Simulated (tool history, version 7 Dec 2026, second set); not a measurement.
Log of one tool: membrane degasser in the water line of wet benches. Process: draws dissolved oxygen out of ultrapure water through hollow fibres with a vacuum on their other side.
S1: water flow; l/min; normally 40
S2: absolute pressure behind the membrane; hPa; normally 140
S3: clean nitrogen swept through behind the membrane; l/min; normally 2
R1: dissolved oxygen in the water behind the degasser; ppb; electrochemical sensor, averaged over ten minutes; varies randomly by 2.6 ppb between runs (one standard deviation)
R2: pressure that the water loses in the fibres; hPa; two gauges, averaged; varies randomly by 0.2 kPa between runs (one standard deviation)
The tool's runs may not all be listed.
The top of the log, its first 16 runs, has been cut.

run,hour,S1,S2,S3,R1,R2
17,1107.2,61,160,1.13,1176.9,639.1
18,1157.4,63,280,1.13,2077.3,655.9
19,1219.1,41,233,3.25,566.1,427.8
20,1277.8,40,107,2,327.2,419.1
21,1325.8,57,219,1.69,1158.8,598.1
22,1388.4,57,219,1.69,1146.6,593.4
23,1485.6,57,219,1.69,1167.2,596.3
24,1565,38,210,1.09,1130.3,398.5
25,1624.9,37,140,3.49,263.9,386.6
# hour 1656.3: seals of the vacuum lines changed
26,1699.4,48,140,3.49,334.5,499.6
27,1789.7,48,140,3.49,339.4,498.8
28,1847.3,48,140,3.49,336.7,505.3
29,1888.2,48,140,3.49,340.7,498.1
30,1982.3,55,132,2.09,548.3,575.6
31,2066.8,55,132,2.09,544.5,574.1
32,2108,26,132,2.09,280.1,273.5

Alternative continuations, all from the tool just after run 32; predict every row:
A,2199,26,121,2.09,?,?
B,2199,40,140,0.9,?,?
C,2199,40,99,3.97,?,?

run,R1,R2
A,251.4,267.8
B,866.4,416.9
C,160.6,419.9
Without the tool's unlogged condition, the same runs would have read:
run,R1,R2
A,251.3,267.6
B,866.1,416.7
C,160.6,419.6
